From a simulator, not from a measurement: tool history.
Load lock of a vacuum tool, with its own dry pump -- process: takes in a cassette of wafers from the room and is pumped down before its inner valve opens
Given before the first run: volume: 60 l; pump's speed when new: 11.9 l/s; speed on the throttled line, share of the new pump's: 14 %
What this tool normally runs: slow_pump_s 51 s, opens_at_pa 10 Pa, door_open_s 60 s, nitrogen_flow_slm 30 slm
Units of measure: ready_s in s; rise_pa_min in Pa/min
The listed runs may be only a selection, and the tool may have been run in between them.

run,day,slow_pump_s,opens_at_pa,door_open_s,nitrogen_flow_slm,"incoming humidity of the room's air, %",ready_s,rise_pa_min
1,0.000,51,10,60,30,47.2,92.6,0.027
2,14.162,51,10,60,30,44.7,92.8,0.025
3,24.817,51,10,51,30,47.2,92.8,0.026
4,32.133,51,10,51,30,43.4,93.5,0.020
5,40.583,51,7,51,30,43.9,95.5,0.024
6,54.921,51,7,51,30,46.2,94.9,0.026
7,65.250,51,7,51,30,45.7,95.3,0.030
8,73.088,51,10,60,30,44.2,93.0,0.028
9,86.621,51,10,60,30,43.7,93.1,0.033
10,95.833,51,10,60,30,47.0,94.1,0.028
11,110.271,51,10,43,30,42.9,93.5,0.033
12,121.142,51,10,60,30,44.4,93.9,0.033
13,132.704,51,10,60,30,48.2,94.3,0.035
14,143.462,51,7,108,4,40.0,96.3,0.058
15,153.262,51,7,108,4,44.9,97.9,0.064
16,164.917,51,7,108,43,44.3,96.5,0.035
17,175.267,63,10,60,5,45.4,104.3,0.048
18,185.317,86,10,59,27,45.2,124.2,0.041
19,192.988,31,18,37,7,44.2,74.8,0.041

Predict the results of run 20:
20,199.879,52,10,60,26,47.6,?,?

{"run 20": {"ready_s": 96.4, "rise_pa_min": 0.036}}
Without the tool's hidden state the same run would have given ready_s 91.8 s, rise_pa_min 0.019 Pa/min.
